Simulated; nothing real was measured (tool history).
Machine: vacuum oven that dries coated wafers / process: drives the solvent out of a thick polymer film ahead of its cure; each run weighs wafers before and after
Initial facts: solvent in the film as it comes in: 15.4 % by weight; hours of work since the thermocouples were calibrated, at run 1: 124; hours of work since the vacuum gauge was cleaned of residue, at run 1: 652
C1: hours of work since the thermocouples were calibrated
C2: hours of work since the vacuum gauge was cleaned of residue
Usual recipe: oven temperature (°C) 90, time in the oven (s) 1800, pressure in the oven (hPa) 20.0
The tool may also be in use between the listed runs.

run 1 day=0.000 | oven_temperature_(°C)=90 time_in_the_oven_(s)=1800 pressure_in_the_oven_(hPa)=20.0 | C1=124 C2=652 | solvent_left_in_the_film_(%)=3.78
run 2 day=0.708 | oven_temperature_(°C)=88 time_in_the_oven_(s)=1800 pressure_in_the_oven_(hPa)=20.0 | C1=137 C2=665 | solvent_left_in_the_film_(%)=4.36
run 3 day=1.117 | oven_temperature_(°C)=90 time_in_the_oven_(s)=1800 pressure_in_the_oven_(hPa)=20.0 | C1=144 C2=672 | solvent_left_in_the_film_(%)=3.78
run 4 day=2.017 | oven_temperature_(°C)=90 time_in_the_oven_(s)=1800 pressure_in_the_oven_(hPa)=20.0 | C1=160 C2=688 | solvent_left_in_the_film_(%)=3.81
run 5 day=2.412 | oven_temperature_(°C)=90 time_in_the_oven_(s)=1800 pressure_in_the_oven_(hPa)=20.0 | C1=168 C2=696 | solvent_left_in_the_film_(%)=3.79
run 6 day=3.096 | oven_temperature_(°C)=90 time_in_the_oven_(s)=1800 pressure_in_the_oven_(hPa)=65.3 | C1=180 C2=708 | solvent_left_in_the_film_(%)=6.01
run 7 day=3.571 | oven_temperature_(°C)=90 time_in_the_oven_(s)=1800 pressure_in_the_oven_(hPa)=65.3 | C1=189 C2=717 | solvent_left_in_the_film_(%)=6.02
run 8 day=4.171 | oven_temperature_(°C)=90 time_in_the_oven_(s)=1800 pressure_in_the_oven_(hPa)=65.3 | C1=200 C2=728 | solvent_left_in_the_film_(%)=6.12
run 9 day=4.612 | oven_temperature_(°C)=90 time_in_the_oven_(s)=1800 pressure_in_the_oven_(hPa)=65.3 | C1=208 C2=736 | solvent_left_in_the_film_(%)=5.99
run 10 day=5.412 | oven_temperature_(°C)=90 time_in_the_oven_(s)=1800 pressure_in_the_oven_(hPa)=65.3 | C1=222 C2=750 | solvent_left_in_the_film_(%)=6.03
run 11 day=6.138 | oven_temperature_(°C)=90 time_in_the_oven_(s)=1800 pressure_in_the_oven_(hPa)=65.3 | C1=236 C2=764 | solvent_left_in_the_film_(%)=5.95
run 12 day=7.067 | oven_temperature_(°C)=76 time_in_the_oven_(s)=960 pressure_in_the_oven_(hPa)=19.1 | C1=253 C2=781 | solvent_left_in_the_film_(%)=9.56
run 13 day=7.775 | oven_temperature_(°C)=99 time_in_the_oven_(s)=1260 pressure_in_the_oven_(hPa)=62.4 | C1=266 C2=794 | solvent_left_in_the_film_(%)=4.65
run 14 day=8.446 | oven_temperature_(°C)=80 time_in_the_oven_(s)=2400 pressure_in_the_oven_(hPa)=20.0 | C1=278 C2=806 | solvent_left_in_the_film_(%)=5.28
run 15 day=8.958 | oven_temperature_(°C)=80 time_in_the_oven_(s)=2400 pressure_in_the_oven_(hPa)=20.0 | C1=287 C2=815 | solvent_left_in_the_film_(%)=5.19
run 16 day=9.883 | oven_temperature_(°C)=80 time_in_the_oven_(s)=1080 pressure_in_the_oven_(hPa)=20.0 | C1=304 C2=832 | solvent_left_in_the_film_(%)=8.31
run 17 day=10.646 | oven_temperature_(°C)=85 time_in_the_oven_(s)=1800 pressure_in_the_oven_(hPa)=20.0 | C1=318 C2=846 | solvent_left_in_the_film_(%)=5.02
run 18 day=11.588 | oven_temperature_(°C)=90 time_in_the_oven_(s)=1860 pressure_in_the_oven_(hPa)=20.0 | C1=335 C2=863 | solvent_left_in_the_film_(%)=3.65
run 19 day=12.079 | oven_temperature_(°C)=90 time_in_the_oven_(s)=1800 pressure_in_the_oven_(hPa)=35.2 | C1=344 C2=872 | solvent_left_in_the_film_(%)=4.48
run 20 day=12.592 | oven_temperature_(°C)=90 time_in_the_oven_(s)=1800 pressure_in_the_oven_(hPa)=35.2 | C1=353 C2=881 | solvent_left_in_the_film_(%)=4.43
run 21 day=13.188 | oven_temperature_(°C)=105 time_in_the_oven_(s)=1800 pressure_in_the_oven_(hPa)=38.4 | C1=364 C2=892 | solvent_left_in_the_film_(%)=1.80
run 22 day=13.688 | oven_temperature_(°C)=85 time_in_the_oven_(s)=1080 pressure_in_the_oven_(hPa)=32.0 | C1=373 C2=901 | solvent_left_in_the_film_(%)=7.57

Forecast each of these 5 alternatives for the next run:
run A day=14.271 | oven_temperature_(°C)=102 time_in_the_oven_(s)=2760 pressure_in_the_oven_(hPa)=17.2 | C1=384 C2=912 | solvent_left_in_the_film_(%)=?
run B day=14.271 | oven_temperature_(°C)=79 time_in_the_oven_(s)=1080 pressure_in_the_oven_(hPa)=39.9 | C1=384 C2=912 | solvent_left_in_the_film_(%)=?
run C day=14.271 | oven_temperature_(°C)=82 time_in_the_oven_(s)=1020 pressure_in_the_oven_(hPa)=16.2 | C1=384 C2=912 | solvent_left_in_the_film_(%)=?
run D day=14.271 | oven_temperature_(°C)=95 time_in_the_oven_(s)=1800 pressure_in_the_oven_(hPa)=13.7 | C1=384 C2=912 | solvent_left_in_the_film_(%)=?
run E day=14.271 | oven_temperature_(°C)=97 time_in_the_oven_(s)=1200 pressure_in_the_oven_(hPa)=16.6 | C1=384 C2=912 | solvent_left_in_the_film_(%)=?

run=A solvent_left_in_the_film_(%)=0.82
run=B solvent_left_in_the_film_(%)=9.46
run=C solvent_left_in_the_film_(%)=7.82
run=D solvent_left_in_the_film_(%)=2.35
run=E solvent_left_in_the_film_(%)=3.51
Take away the tool's hidden state, keep each run's random variation, and the runs would have read:
run=A solvent_left_in_the_film_(%)=0.79
run=B solvent_left_in_the_film_(%)=9.52
run=C solvent_left_in_the_film_(%)=7.87
run=D solvent_left_in_the_film_(%)=2.39
run=E solvent_left_in_the_film_(%)=3.57

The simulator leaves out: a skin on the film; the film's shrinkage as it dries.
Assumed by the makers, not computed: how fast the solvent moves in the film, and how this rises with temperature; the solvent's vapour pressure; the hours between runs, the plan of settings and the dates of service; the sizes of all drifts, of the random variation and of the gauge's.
